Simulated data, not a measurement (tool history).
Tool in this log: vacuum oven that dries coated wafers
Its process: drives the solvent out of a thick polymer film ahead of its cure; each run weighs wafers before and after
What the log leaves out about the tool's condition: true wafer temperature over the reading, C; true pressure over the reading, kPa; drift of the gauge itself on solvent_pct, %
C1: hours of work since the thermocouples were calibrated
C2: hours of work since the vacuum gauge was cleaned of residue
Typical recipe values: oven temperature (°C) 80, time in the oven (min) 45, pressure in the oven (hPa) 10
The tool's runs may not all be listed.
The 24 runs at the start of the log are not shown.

run 25 hour=1996.7 | oven_temperature_(°C)=80 time_in_the_oven_(min)=23 pressure_in_the_oven_(hPa)=10 | C1=345 C2=729 | solvent_left_in_the_film_(%)=6.32
run 26 hour=2085.7 | oven_temperature_(°C)=84 time_in_the_oven_(min)=28 pressure_in_the_oven_(hPa)=10 | C1=416 C2=800 | solvent_left_in_the_film_(%)=4.51
run 27 hour=2146.8 | oven_temperature_(°C)=82 time_in_the_oven_(min)=54 pressure_in_the_oven_(hPa)=10 | C1=465 C2=849 | solvent_left_in_the_film_(%)=2.82
run 28 hour=2241.7 | oven_temperature_(°C)=76 time_in_the_oven_(min)=62 pressure_in_the_oven_(hPa)=10.6 | C1=541 C2=925 | solvent_left_in_the_film_(%)=4.16
run 29 hour=2333.2 | oven_temperature_(°C)=80 time_in_the_oven_(min)=24 pressure_in_the_oven_(hPa)=10 | C1=614 C2=998 | solvent_left_in_the_film_(%)=6.4
run 30 hour=2406.2 | oven_temperature_(°C)=75 time_in_the_oven_(min)=24 pressure_in_the_oven_(hPa)=6.5 | C1=672 C2=1056 | solvent_left_in_the_film_(%)=7.44
run 31 hour=2522.8 | oven_temperature_(°C)=81 time_in_the_oven_(min)=25 pressure_in_the_oven_(hPa)=18.5 | C1=765 C2=1149 | solvent_left_in_the_film_(%)=6.23
run 32 hour=2589.3 | oven_temperature_(°C)=93 time_in_the_oven_(min)=54 pressure_in_the_oven_(hPa)=10 | C1=818 C2=1202 | solvent_left_in_the_film_(%)=0.92
-- hour=2625.4 oven's thermocouples calibrated
run 33 hour=2686.1 | oven_temperature_(°C)=90 time_in_the_oven_(min)=45 pressure_in_the_oven_(hPa)=14.1 | C1=48 C2=1278 | solvent_left_in_the_film_(%)=1.61
run 34 hour=2779.9 | oven_temperature_(°C)=72 time_in_the_oven_(min)=41 pressure_in_the_oven_(hPa)=10.8 | C1=123 C2=1353 | solvent_left_in_the_film_(%)=6.7
run 35 hour=2873.6 | oven_temperature_(°C)=72 time_in_the_oven_(min)=41 pressure_in_the_oven_(hPa)=10.8 | C1=198 C2=1428 | solvent_left_in_the_film_(%)=6.7
run 36 hour=2991.7 | oven_temperature_(°C)=72 time_in_the_oven_(min)=41 pressure_in_the_oven_(hPa)=10.8 | C1=293 C2=1522 | solvent_left_in_the_film_(%)=6.77
run 37 hour=3070 | oven_temperature_(°C)=82 time_in_the_oven_(min)=57 pressure_in_the_oven_(hPa)=10 | C1=355 C2=1584 | solvent_left_in_the_film_(%)=2.68
run 38 hour=3144.3 | oven_temperature_(°C)=80 time_in_the_oven_(min)=27 pressure_in_the_oven_(hPa)=38.6 | C1=414 C2=1644 | solvent_left_in_the_film_(%)=7.12
run 39 hour=3247.1 | oven_temperature_(°C)=80 time_in_the_oven_(min)=27 pressure_in_the_oven_(hPa)=9.3 | C1=496 C2=1726 | solvent_left_in_the_film_(%)=5.87
run 40 hour=3303.4 | oven_temperature_(°C)=78 time_in_the_oven_(min)=24 pressure_in_the_oven_(hPa)=6.3 | C1=541 C2=1771 | solvent_left_in_the_film_(%)=6.82
run 41 hour=3393.3 | oven_temperature_(°C)=69 time_in_the_oven_(min)=28 pressure_in_the_oven_(hPa)=10 | C1=613 C2=1843 | solvent_left_in_the_film_(%)=8.68
run 42 hour=3512.4 | oven_temperature_(°C)=69 time_in_the_oven_(min)=32 pressure_in_the_oven_(hPa)=9 | C1=708 C2=1938 | solvent_left_in_the_film_(%)=8.44
run 43 hour=3610.3 | oven_temperature_(°C)=69 time_in_the_oven_(min)=32 pressure_in_the_oven_(hPa)=9 | C1=787 C2=2016 | solvent_left_in_the_film_(%)=8.47
-- hour=3677.3 oven's thermocouples calibrated
run 44 hour=3690.2 | oven_temperature_(°C)=69 time_in_the_oven_(min)=32 pressure_in_the_oven_(hPa)=9 | C1=10 C2=2078 | solvent_left_in_the_film_(%)=8.21
run 45 hour=3806.8 | oven_temperature_(°C)=69 time_in_the_oven_(min)=32 pressure_in_the_oven_(hPa)=9 | C1=103 C2=2171 | solvent_left_in_the_film_(%)=8.31
run 46 hour=3898 | oven_temperature_(°C)=69 time_in_the_oven_(min)=32 pressure_in_the_oven_(hPa)=9 | C1=176 C2=2244 | solvent_left_in_the_film_(%)=8.29

Below are 4 alternative next runs, each starting from the tool's condition after run 46. Predict each:
run A hour=3962.1 | oven_temperature_(°C)=91 time_in_the_oven_(min)=32 pressure_in_the_oven_(hPa)=9 | C1=227 C2=2295 | solvent_left_in_the_film_(%)=?
run B hour=3962.1 | oven_temperature_(°C)=94 time_in_the_oven_(min)=45 pressure_in_the_oven_(hPa)=16.4 | C1=227 C2=2295 | solvent_left_in_the_film_(%)=?
run C hour=3962.1 | oven_temperature_(°C)=80 time_in_the_oven_(min)=54 pressure_in_the_oven_(hPa)=35.3 | C1=227 C2=2295 | solvent_left_in_the_film_(%)=?
run D hour=3962.1 | oven_temperature_(°C)=93 time_in_the_oven_(min)=32 pressure_in_the_oven_(hPa)=9 | C1=227 C2=2295 | solvent_left_in_the_film_(%)=?

run=A solvent_left_in_the_film_(%)=2.17
run=B solvent_left_in_the_film_(%)=1.31
run=C solvent_left_in_the_film_(%)=5
run=D solvent_left_in_the_film_(%)=1.75
Stripped of hidden state, with their random variation kept, the same runs would have yielded:
run=A solvent_left_in_the_film_(%)=1.85
run=B solvent_left_in_the_film_(%)=1.03
run=C solvent_left_in_the_film_(%)=4.56
run=D solvent_left_in_the_film_(%)=1.46

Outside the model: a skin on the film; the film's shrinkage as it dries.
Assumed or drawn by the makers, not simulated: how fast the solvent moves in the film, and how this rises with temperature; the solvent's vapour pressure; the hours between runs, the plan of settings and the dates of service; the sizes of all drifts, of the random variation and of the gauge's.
